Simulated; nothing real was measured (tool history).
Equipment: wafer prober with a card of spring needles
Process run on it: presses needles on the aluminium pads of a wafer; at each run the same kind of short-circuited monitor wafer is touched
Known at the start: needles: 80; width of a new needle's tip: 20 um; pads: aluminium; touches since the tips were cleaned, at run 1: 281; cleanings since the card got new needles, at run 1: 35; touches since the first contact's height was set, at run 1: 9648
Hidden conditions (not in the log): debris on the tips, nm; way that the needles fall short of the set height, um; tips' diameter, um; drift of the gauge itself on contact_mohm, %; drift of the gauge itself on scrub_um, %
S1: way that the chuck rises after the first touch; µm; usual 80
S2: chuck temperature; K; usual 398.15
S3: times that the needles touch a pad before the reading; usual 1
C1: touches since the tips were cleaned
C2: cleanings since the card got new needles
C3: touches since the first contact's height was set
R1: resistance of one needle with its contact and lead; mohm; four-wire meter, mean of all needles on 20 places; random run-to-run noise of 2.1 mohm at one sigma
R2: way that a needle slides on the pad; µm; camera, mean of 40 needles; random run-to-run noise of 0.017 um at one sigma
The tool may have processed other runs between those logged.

run	hour	S1	S2	S3	C1	C2	C3	R1	R2
1	0.0	80	398.15	1	281	35	9648	266	11.98
# hour 18.9: tips cleaned on abrasive film
2	19.7	80	398.15	1	211	36	14572	542	11.95
# hour 39.7: tips cleaned on abrasive film
3	55.2	80	398.15	1	3892	37	23441	430	11.96
# hour 61.0: tips cleaned on abrasive film
# hour 81.8: tips cleaned on abrasive film
4	95.7	72	398.15	1	3481	39	33561	456	10.72
# hour 101.8: tips cleaned on abrasive film
# hour 122.6: tips cleaned on abrasive film
# hour 142.1: tips cleaned on abrasive film
5	142.1	80	398.15	1	0	42	45130	247	11.94
# hour 162.0: tips cleaned on abrasive film
6	171.2	87	398.15	1	2310	43	52415	346	12.97
# hour 183.4: tips cleaned on abrasive film
# hour 187.0: tips cleaned on abrasive film, once more
# hour 208.6: tips cleaned on abrasive film
# hour 208.9: height of the first contact set anew
7	216.2	87	398.15	1	1830	46	1830	332	13.05
# hour 230.9: tips cleaned on abrasive film
# hour 251.2: tips cleaned on abrasive film
8	251.2	87	398.15	1	0	48	10558	248	13.02
# hour 271.4: tips cleaned on abrasive film
9	271.4	87	398.15	1	0	49	15593	251	13.03
# hour 292.1: tips cleaned on abrasive film
# hour 313.2: tips cleaned on abrasive film
10	315.9	87	398.15	1	676	51	26719	288	13.02
# hour 332.4: tips cleaned on abrasive film
# hour 353.0: tips cleaned on abrasive film
11	360.9	87	398.15	1	1985	53	37952	339	12.99
# hour 372.6: tips cleaned on abrasive film
# hour 391.7: tips cleaned on abrasive film
12	391.7	80	337.15	1	0	55	45643	240	11.89
# hour 413.3: tips cleaned on abrasive film
# hour 433.9: tips cleaned on abrasive film
13	434.6	80	398.15	1	179	57	56367	265	11.90
# hour 453.9: tips cleaned on abrasive film
# hour 454.2: height of the first contact set anew
14	462.3	80	398.15	1	2020	58	2020	368	12.00
# hour 474.4: tips cleaned on abrasive film
15	484.3	80	308.15	1	2487	59	7520	394	12.01
# hour 494.0: tips cleaned on abrasive film
16	508.0	95	308.15	2	3519	60	13449	296	14.22
# hour 516.8: tips cleaned on abrasive film
# hour 537.8: tips cleaned on abrasive film
17	555.4	95	308.15	2	4420	62	25293	315	14.24
# hour 558.1: tips cleaned on abrasive film
# hour 579.4: tips cleaned on abrasive film
# hour 599.5: tips cleaned on abrasive film
18	603.1	60	307.15	2	900	65	37188	326	8.93
# hour 619.0: tips cleaned on abrasive film
19	629.1	66	371.15	1	2553	66	43704	459	9.83
# hour 640.8: tips cleaned on abrasive film
# hour 661.6: tips cleaned on abrasive film
20	671.7	66	371.15	1	2535	68	54333	456	9.84
# hour 682.1: tips cleaned on abrasive film
# hour 699.7: height of the first contact set anew
# hour 702.2: tips cleaned on abrasive film
21	702.4	81	326.15	1	52	70	641	245	12.14
# hour 724.4: tips cleaned on abrasive film
22	730.9	67	299.15	2	1627	71	7782	320	10.03
# hour 743.7: tips cleaned on abrasive film
23	759.1	80	398.15	1	3872	72	14831	432	12.01
# hour 764.5: tips cleaned on abrasive film
# hour 784.0: tips cleaned on abrasive film
# hour 804.2: tips cleaned on abrasive film
24	804.5	94	398.15	1	87	75	26158	244	14.06
# hour 823.5: tips cleaned on abrasive film
25	841.7	67	398.15	1	4560	76	35454	529	9.99
# hour 845.4: tips cleaned on abrasive film
# hour 865.4: tips cleaned on abrasive film
26	881.5	81	322.15	2	4036	78	45399	351	12.10
# hour 884.3: tips cleaned on abrasive film
# hour 904.2: tips cleaned on abrasive film
27	918.1	90	379.15	2	3496	80	54530	323	13.42
# hour 924.4: tips cleaned on abrasive film
# hour 945.1: tips cleaned on abrasive film
# hour 945.4: height of the first contact set anew
28	946.6	90	379.15	2	303	82	303	248	13.49
# hour 967.8: tips cleaned on abrasive film
# hour 988.7: tips cleaned on abrasive film
29	989.1	80	321.15	3	122	84	10940	224	12.00
# hour 1008.3: tips cleaned on abrasive film
30	1013.8	80	386.15	1	1373	85	17108	345	11.98

Across each entry between runs, compare the hidden state at the last listed run before it with the hidden state at the first listed run after it:
Between runs 1 and 2: tips cleaned on abrasive film (hour 18.9)
  debris on the tips, nm: 23.9 -> 220.1; way that the needles fall short of the set height, um: 0.12 -> 0.18; tips' diameter, um: 20.67 -> 21.12
  measured result minus the result with no hidden state, R1: +32 -> +305 mohm; R2: -0.02 -> -0.02 µm
Between runs 2 and 3: tips cleaned on abrasive film (hour 39.7)
  debris on the tips, nm: 220.1 -> 140.3; way that the needles fall short of the set height, um: 0.18 -> 0.23; tips' diameter, um: 21.12 -> 21.14
  measured result minus the result with no hidden state, R1: +305 -> +195 mohm; R2: -0.02 -> -0.03 µm
Between runs 3 and 4: tips cleaned on abrasive film (hour 61.0); tips cleaned on abrasive film (hour 81.8)
  debris on the tips, nm: 140.3 -> 130.4; way that the needles fall short of the set height, um: 0.23 -> 0.34; tips' diameter, um: 21.14 -> 21.17
  measured result minus the result with no hidden state, R1: +195 -> +220 mohm; R2: -0.03 -> -0.05 µm
Between runs 4 and 5: tips cleaned on abrasive film (hour 101.8); tips cleaned on abrasive film (hour 122.6); tips cleaned on abrasive film (hour 142.1)
  debris on the tips, nm: 130.4 -> 10.3; way that the needles fall short of the set height, um: 0.34 -> 0.51; tips' diameter, um: 21.17 -> 21.23
  measured result minus the result with no hidden state, R1: +220 -> +16 mohm; R2: -0.05 -> -0.08 µm
Between runs 5 and 6: tips cleaned on abrasive film (hour 162.0)
  debris on the tips, nm: 10.3 -> 98.9; way that the needles fall short of the set height, um: 0.51 -> 0.58; tips' diameter, um: 21.23 -> 21.26
  measured result minus the result with no hidden state, R1: +16 -> +117 mohm; R2: -0.08 -> -0.09 µm
Between runs 6 and 7: tips cleaned on abrasive film (hour 183.4); tips cleaned on abrasive film, once more (hour 187.0); tips cleaned on abrasive film (hour 208.6); height of the first contact set anew (hour 208.9)
  debris on the tips, nm: 98.9 -> 87.9; way that the needles fall short of the set height, um: 0.58 -> 0; tips' diameter, um: 21.26 -> 21.3
  measured result minus the result with no hidden state, R1: +117 -> +104 mohm; R2: -0.09 -> +0.00 µm
Between runs 7 and 8: tips cleaned on abrasive film (hour 230.9); tips cleaned on abrasive film (hour 251.2)
  debris on the tips, nm: 87.9 -> 14.2; way that the needles fall short of the set height, um: 0 -> 0.11; tips' diameter, um: 21.3 -> 21.34
  measured result minus the result with no hidden state, R1: +104 -> +18 mohm; R2: +0.00 -> -0.01 µm
Between runs 8 and 9: tips cleaned on abrasive film (hour 271.4)
  debris on the tips, nm: 14.2 -> 17.2; way that the needles fall short of the set height, um: 0.11 -> 0.17; tips' diameter, um: 21.34 -> 21.36
  measured result minus the result with no hidden state, R1: +18 -> +21 mohm; R2: -0.01 -> -0.03 µm
Between runs 9 and 10: tips cleaned on abrasive film (hour 292.1); tips cleaned on abrasive film (hour 313.2)
  debris on the tips, nm: 17.2 -> 45.7; way that the needles fall short of the set height, um: 0.17 -> 0.28; tips' diameter, um: 21.36 -> 21.4
  measured result minus the result with no hidden state, R1: +21 -> +56 mohm; R2: -0.03 -> -0.04 µm
Between runs 10 and 11: tips cleaned on abrasive film (hour 332.4); tips cleaned on abrasive film (hour 353.0)
  debris on the tips, nm: 45.7 -> 89.6; way that the needles fall short of the set height, um: 0.28 -> 0.38; tips' diameter, um: 21.4 -> 21.44
  measured result minus the result with no hidden state, R1: +56 -> +109 mohm; R2: -0.04 -> -0.05 µm
Between runs 11 and 12: tips cleaned on abrasive film (hour 372.6); tips cleaned on abrasive film (hour 391.7)
  debris on the tips, nm: 89.6 -> 13; way that the needles fall short of the set height, um: 0.38 -> 0.49; tips' diameter, um: 21.44 -> 21.47
  measured result minus the result with no hidden state, R1: +109 -> +22 mohm; R2: -0.05 -> -0.07 µm
Between runs 12 and 13: tips cleaned on abrasive film (hour 413.3); tips cleaned on abrasive film (hour 433.9)
  debris on the tips, nm: 13 -> 22.2; way that the needles fall short of the set height, um: 0.49 -> 0.6; tips' diameter, um: 21.47 -> 21.51
  measured result minus the result with no hidden state, R1: +22 -> +33 mohm; R2: -0.07 -> -0.09 µm
Between runs 13 and 14: tips cleaned on abrasive film (hour 453.9); height of the first contact set anew (hour 454.2)
  debris on the tips, nm: 22.2 -> 94.8; way that the needles fall short of the set height, um: 0.6 -> 0; tips' diameter, um: 21.51 -> 21.53
  measured result minus the result with no hidden state, R1: +33 -> +135 mohm; R2: -0.09 -> +0.00 µm
Between runs 14 and 15: tips cleaned on abrasive film (hour 474.4)
  debris on the tips, nm: 94.8 -> 110.3; way that the needles fall short of the set height, um: 0 -> 0.06; tips' diameter, um: 21.53 -> 21.55
  measured result minus the result with no hidden state, R1: +135 -> +182 mohm; R2: +0.00 -> -0.01 µm
Between runs 15 and 16: tips cleaned on abrasive film (hour 494.0)
  debris on the tips, nm: 110.3 -> 122; way that the needles fall short of the set height, um: 0.06 -> 0.11; tips' diameter, um: 21.55 -> 21.57
  measured result minus the result with no hidden state, R1: +182 -> +88 mohm; R2: -0.01 -> -0.02 µm
Between runs 16 and 17: tips cleaned on abrasive film (hour 516.8); tips cleaned on abrasive film (hour 537.8)
  debris on the tips, nm: 122 -> 146.3; way that the needles fall short of the set height, um: 0.11 -> 0.21; tips' diameter, um: 21.57 -> 21.6
  measured result minus the result with no hidden state, R1: +88 -> +106 mohm; R2: -0.02 -> -0.03 µm
Between runs 17 and 18: tips cleaned on abrasive film (hour 558.1); tips cleaned on abrasive film (hour 579.4); tips cleaned on abrasive film (hour 599.5)
  debris on the tips, nm: 146.3 -> 62.8; way that the needles fall short of the set height, um: 0.21 -> 0.37; tips' diameter, um: 21.6 -> 21.66
  measured result minus the result with no hidden state, R1: +106 -> +110 mohm; R2: -0.03 -> -0.06 µm
Between runs 18 and 19: tips cleaned on abrasive film (hour 619.0)
  debris on the tips, nm: 62.8 -> 102.6; way that the needles fall short of the set height, um: 0.37 -> 0.43; tips' diameter, um: 21.66 -> 21.68
  measured result minus the result with no hidden state, R1: +110 -> +226 mohm; R2: -0.06 -> -0.06 µm
Between runs 19 and 20: tips cleaned on abrasive film (hour 640.8); tips cleaned on abrasive film (hour 661.6)
  debris on the tips, nm: 102.6 -> 103.9; way that the needles fall short of the set height, um: 0.43 -> 0.56; tips' diameter, um: 21.68 -> 21.72
  measured result minus the result with no hidden state, R1: +226 -> +227 mohm; R2: -0.06 -> -0.08 µm
Between runs 20 and 21: tips cleaned on abrasive film (hour 682.1); height of the first contact set anew (hour 699.7); tips cleaned on abrasive film (hour 702.2)
  debris on the tips, nm: 103.9 -> 15.7; way that the needles fall short of the set height, um: 0.56 -> 0.06; tips' diameter, um: 21.72 -> 21.77
  measured result minus the result with no hidden state, R1: +227 -> +26 mohm; R2: -0.08 -> -0.01 µm
Between runs 21 and 22: tips cleaned on abrasive film (hour 724.4)
  debris on the tips, nm: 15.7 -> 76; way that the needles fall short of the set height, um: 0.06 -> 0.1; tips' diameter, um: 21.77 -> 21.78
  measured result minus the result with no hidden state, R1: +26 -> +108 mohm; R2: -0.01 -> -0.02 µm
Between runs 22 and 23: tips cleaned on abrasive film (hour 743.7)
  debris on the tips, nm: 76 -> 137.1; way that the needles fall short of the set height, um: 0.1 -> 0.15; tips' diameter, um: 21.78 -> 21.8
  measured result minus the result with no hidden state, R1: +108 -> +199 mohm; R2: -0.02 -> -0.03 µm
Between runs 23 and 24: tips cleaned on abrasive film (hour 764.5); tips cleaned on abrasive film (hour 784.0); tips cleaned on abrasive film (hour 804.2)
  debris on the tips, nm: 137.1 -> 11.6; way that the needles fall short of the set height, um: 0.15 -> 0.3; tips' diameter, um: 21.8 -> 21.85
  measured result minus the result with no hidden state, R1: +199 -> +14 mohm; R2: -0.03 -> -0.04 µm
Between runs 24 and 25: tips cleaned on abrasive film (hour 823.5)
  debris on the tips, nm: 11.6 -> 140.7; way that the needles fall short of the set height, um: 0.3 -> 0.36; tips' diameter, um: 21.85 -> 21.87
  measured result minus the result with no hidden state, R1: +14 -> +290 mohm; R2: -0.04 -> -0.06 µm
Between runs 25 and 26: tips cleaned on abrasive film (hour 845.4); tips cleaned on abrasive film (hour 865.4)
  debris on the tips, nm: 140.7 -> 139.3; way that the needles fall short of the set height, um: 0.36 -> 0.46; tips' diameter, um: 21.87 -> 21.91
  measured result minus the result with no hidden state, R1: +290 -> +136 mohm; R2: -0.06 -> -0.07 µm
Between runs 26 and 27: tips cleaned on abrasive film (hour 884.3); tips cleaned on abrasive film (hour 904.2)
  debris on the tips, nm: 139.3 -> 132.4; way that the needles fall short of the set height, um: 0.46 -> 0.55; tips' diameter, um: 21.91 -> 21.94
  measured result minus the result with no hidden state, R1: +136 -> +97 mohm; R2: -0.07 -> -0.08 µm
Between runs 27 and 28: tips cleaned on abrasive film (hour 924.4); tips cleaned on abrasive film (hour 945.1); height of the first contact set anew (hour 945.4)
  debris on the tips, nm: 132.4 -> 33; way that the needles fall short of the set height, um: 0.55 -> 0; tips' diameter, um: 21.94 -> 21.97
  measured result minus the result with no hidden state, R1: +97 -> +25 mohm; R2: -0.08 -> +0.00 µm
Between runs 28 and 29: tips cleaned on abrasive film (hour 967.8); tips cleaned on abrasive film (hour 988.7)
  debris on the tips, nm: 33 -> 13.8; way that the needles fall short of the set height, um: 0 -> 0.1; tips' diameter, um: 21.97 -> 22.01
  measured result minus the result with no hidden state, R1: +25 -> +10 mohm; R2: +0.00 -> -0.01 µm
Between runs 29 and 30: tips cleaned on abrasive film (hour 1008.3)
  debris on the tips, nm: 13.8 -> 76.4; way that the needles fall short of the set height, um: 0.1 -> 0.16; tips' diameter, um: 22.01 -> 22.03
  measured result minus the result with no hidden state, R1: +10 -> +116 mohm; R2: -0.01 -> -0.02 µm
